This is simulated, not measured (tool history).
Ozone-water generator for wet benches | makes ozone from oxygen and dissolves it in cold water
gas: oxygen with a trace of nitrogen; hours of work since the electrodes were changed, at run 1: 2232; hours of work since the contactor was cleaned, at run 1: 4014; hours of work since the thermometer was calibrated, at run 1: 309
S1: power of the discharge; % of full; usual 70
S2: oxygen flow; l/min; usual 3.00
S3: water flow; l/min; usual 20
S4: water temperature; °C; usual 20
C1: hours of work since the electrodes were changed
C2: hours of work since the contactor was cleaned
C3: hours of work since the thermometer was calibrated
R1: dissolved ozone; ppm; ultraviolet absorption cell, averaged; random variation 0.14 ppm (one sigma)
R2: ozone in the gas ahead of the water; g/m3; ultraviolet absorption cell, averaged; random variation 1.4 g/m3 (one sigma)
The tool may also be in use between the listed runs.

run    hour  S1    S2  S3  S4    C1    C2    C3    R1     R2
  1     0.0  70  3.00  20  20  2232  4014   309  13.1  255.2
  2    54.5  70  3.00  20  20  2273  4055   350  13.1  254.4
  3   147.8  70  3.00  20  20  2343  4125   420  12.9  254.9
  4   210.7  70  3.37  20  20  2390  4172   467  13.7  242.8
  5   280.6  70  3.37  20  20  2442  4224   520  13.6  243.2
  6   382.4  70  2.44  20  20  2519  4301   596  12.0  268.0
  7   461.6  70  2.44  20  20  2578  4360   655  12.1  268.9
  8   547.5  93  3.00  20  20  2642  4424   720  15.7  299.8
  9   666.5  70  3.00  20  20  2732  4513   809  12.9  252.6
 10   793.9  68  3.00  20  22  2827  4609   904  12.4  246.3
 11   857.8  68  3.00  20  22  2875  4657   952  12.2  245.1
 12   949.8  76  2.30  20  22  2944  4726  1021  11.6  283.8
 13  1068.4  41  2.65  20  25  3033  4815  1110   8.2  187.0
 14  1165.3  41  2.65  20  25  3105  4887  1182   8.1  189.3
 15  1231.5  51  3.33  20  13  3155  4937  1232  11.6  199.5
 16  1303.6  69  3.33  20  13  3209  4991  1286  13.9  239.4
 17  1402.6  69  3.33  20  13  3283  5065  1360  14.0  236.7

Forecast each of these 3 alternatives for the next run:
  A  1528.5  86  3.33  23  13  3377  5159  1455   ?   ?
  B  1528.5  70  4.54  14  13  3377  5159  1455   ?   ?
  C  1528.5  69  3.33  26  13  3377  5159  1455   ?   ?

run    R1     R2
  A  13.8  271.9
  B  20.8  217.5
  C  10.7  238.6
Without the tool's hidden state the same runs would have given:
run    R1     R2
  A  17.2  296.9
  B  25.4  235.1
  C  13.2  257.7

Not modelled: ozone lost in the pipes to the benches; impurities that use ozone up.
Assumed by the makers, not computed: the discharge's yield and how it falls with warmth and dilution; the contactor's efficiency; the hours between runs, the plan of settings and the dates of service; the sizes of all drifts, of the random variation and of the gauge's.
